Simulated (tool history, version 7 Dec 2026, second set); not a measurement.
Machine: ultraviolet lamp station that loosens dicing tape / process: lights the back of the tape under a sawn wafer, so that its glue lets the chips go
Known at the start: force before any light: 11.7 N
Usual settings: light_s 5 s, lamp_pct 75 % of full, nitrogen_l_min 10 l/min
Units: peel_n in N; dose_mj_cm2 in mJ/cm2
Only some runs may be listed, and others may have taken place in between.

run 1 hour=0 | light_s=5 lamp_pct=75 nitrogen_l_min=10 | peel_n=0.352 dose_mj_cm2=431
run 2 hour=8.8 | light_s=5 lamp_pct=75 nitrogen_l_min=10 | peel_n=0.357 dose_mj_cm2=432
run 3 hour=23.4 | light_s=5 lamp_pct=75 nitrogen_l_min=10 | peel_n=0.368 dose_mj_cm2=430
run 4 hour=31.8 | light_s=5 lamp_pct=75 nitrogen_l_min=10 | peel_n=0.338 dose_mj_cm2=428
run 5 hour=47.3 | light_s=3 lamp_pct=75 nitrogen_l_min=10 | peel_n=1.311 dose_mj_cm2=255
run 6 hour=60.1 | light_s=3 lamp_pct=75 nitrogen_l_min=10 | peel_n=1.314 dose_mj_cm2=260
run 7 hour=71.3 | light_s=3 lamp_pct=75 nitrogen_l_min=10 | peel_n=1.334 dose_mj_cm2=252
run 8 hour=90.7 | light_s=3 lamp_pct=75 nitrogen_l_min=10 | peel_n=1.35 dose_mj_cm2=254
run 9 hour=105.6 | light_s=3 lamp_pct=75 nitrogen_l_min=10 | peel_n=1.37 dose_mj_cm2=256
run 10 hour=115.3 | light_s=3 lamp_pct=75 nitrogen_l_min=10 | peel_n=1.33 dose_mj_cm2=256
run 11 hour=131 | light_s=3 lamp_pct=75 nitrogen_l_min=10 | peel_n=1.293 dose_mj_cm2=255
run 12 hour=139.9 | light_s=8 lamp_pct=75 nitrogen_l_min=10 | peel_n=0.125 dose_mj_cm2=669
run 13 hour=152.8 | light_s=5 lamp_pct=75 nitrogen_l_min=14 | peel_n=0.332 dose_mj_cm2=425
run 14 hour=168.9 | light_s=5 lamp_pct=75 nitrogen_l_min=14 | peel_n=0.314 dose_mj_cm2=418
run 15 hour=185.9 | light_s=5 lamp_pct=78 nitrogen_l_min=14 | peel_n=0.298 dose_mj_cm2=437
run 16 hour=200.8 | light_s=5 lamp_pct=78 nitrogen_l_min=14 | peel_n=0.296 dose_mj_cm2=435
run 17 hour=215.1 | light_s=5 lamp_pct=78 nitrogen_l_min=10 | peel_n=0.34 dose_mj_cm2=435
run 18 hour=229.1 | light_s=9 lamp_pct=63 nitrogen_l_min=4 | peel_n=0.231 dose_mj_cm2=628
run 19 hour=248.9 | light_s=9 lamp_pct=90 nitrogen_l_min=6 | peel_n=0.116 dose_mj_cm2=902
run 20 hour=267.2 | light_s=9 lamp_pct=90 nitrogen_l_min=6 | peel_n=0.116 dose_mj_cm2=888
run 21 hour=280.8 | light_s=5 lamp_pct=75 nitrogen_l_min=9 | peel_n=0.425 dose_mj_cm2=410
run 22 hour=290.3 | light_s=4 lamp_pct=75 nitrogen_l_min=14 | peel_n=0.597 dose_mj_cm2=330
run 23 hour=310.3 | light_s=4 lamp_pct=75 nitrogen_l_min=14 | peel_n=0.631 dose_mj_cm2=328
run 24 hour=325.8 | light_s=4 lamp_pct=69 nitrogen_l_min=5 | peel_n=1.265 dose_mj_cm2=299
-- hour=341.6 window cleaned of glue's vapour
run 25 hour=344.2 | light_s=4 lamp_pct=69 nitrogen_l_min=5 | peel_n=1.185 dose_mj_cm2=313
run 26 hour=358.2 | light_s=4 lamp_pct=99 nitrogen_l_min=5 | peel_n=0.481 dose_mj_cm2=447

What will run 27 give?
run 27 hour=370 | light_s=6 lamp_pct=91 nitrogen_l_min=6 | peel_n=? dose_mj_cm2=?

{"run 27": {"peel_n": 0.176, "dose_mj_cm2": 618}}
Take away the tool's hidden state, keep the run-to-run variation as it was, and the same run would have given peel_n 0.143 N, dose_mj_cm2 680 mJ/cm2.
